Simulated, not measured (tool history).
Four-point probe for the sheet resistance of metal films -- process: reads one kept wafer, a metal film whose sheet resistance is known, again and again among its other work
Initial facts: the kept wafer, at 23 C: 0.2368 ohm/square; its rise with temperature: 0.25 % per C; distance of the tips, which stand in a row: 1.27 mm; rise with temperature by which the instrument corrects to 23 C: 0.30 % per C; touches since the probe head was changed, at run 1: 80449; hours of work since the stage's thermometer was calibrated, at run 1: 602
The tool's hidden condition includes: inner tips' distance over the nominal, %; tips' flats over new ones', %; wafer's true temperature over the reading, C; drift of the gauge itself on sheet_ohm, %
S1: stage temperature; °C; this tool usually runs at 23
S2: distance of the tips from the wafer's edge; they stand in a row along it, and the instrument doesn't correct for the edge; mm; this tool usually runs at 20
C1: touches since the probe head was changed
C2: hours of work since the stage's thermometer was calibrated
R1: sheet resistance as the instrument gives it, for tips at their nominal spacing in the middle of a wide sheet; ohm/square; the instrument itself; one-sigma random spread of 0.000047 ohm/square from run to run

| run | hour | S1 | S2 | C1 | C2 | R1 |
|---|---|---|---|---|---|---|
| 1 | 0 | 23 | 20 | 80449 | 602 | 0.239572 |
| 2 | 16.5 | 24 | 20 | 81097 | 613 | 0.239555 |
| 3 | 50.1 | 24 | 20 | 82422 | 634 | 0.239468 |
| 4 | 72.8 | 24 | 20 | 83314 | 648 | 0.239531 |
| 5 | 97.3 | 23 | 9 | 84279 | 664 | 0.241682 |
| 6 | 127.8 | 27 | 20 | 85481 | 683 | 0.239109 |
| 7 | 159.4 | 27 | 20 | 86724 | 703 | 0.239192 |
| 8 | 192.6 | 18 | 20 | 88029 | 724 | 0.240293 |
| 9 | 209.6 | 23 | 20 | 88698 | 735 | 0.239736 |
| 10 | 237.5 | 23 | 20 | 89798 | 753 | 0.239714 |
| 11 | 253.1 | 23 | 20 | 90410 | 762 | 0.239736 |
| 12 | 286 | 23 | 20 | 91707 | 783 | 0.239755 |
|  | 288.8 | stage's thermometer calibrated |
| 13 | 314.1 | 18 | 16 | 92794 | 16 | 0.240654 |
| 14 | 341.5 | 30 | 6 | 93873 | 33 | 0.24415 |
| 15 | 356.5 | 22 | 17 | 94462 | 43 | 0.240092 |
| 16 | 373.6 | 23 | 67 | 95133 | 54 | 0.239353 |
| 17 | 396.1 | 24 | 48 | 96021 | 68 | 0.239327 |
|  | 419.4 | stage's thermometer calibrated, once more |
| 18 | 419.9 | 24 | 48 | 96937 | 0 | 0.239239 |
| 19 | 439.6 | 21 | 7 | 97713 | 13 | 0.243698 |
| 20 | 454.5 | 21 | 52 | 98298 | 22 | 0.239549 |
| 21 | 469.6 | 21 | 52 | 98892 | 32 | 0.239639 |
| 22 | 489.6 | 19 | 20 | 99681 | 44 | 0.240232 |
| 23 | 519.9 | 26 | 58 | 100874 | 64 | 0.239038 |

The next listed run, before its measurement:
| 24 | 546.1 | 26 | 6 | 101905 | 80 | ? |

{"run 24": {"R1": 0.244543}}
Had the tool carried no hidden state, the very same run would have given R1 0.242004 ohm/square.
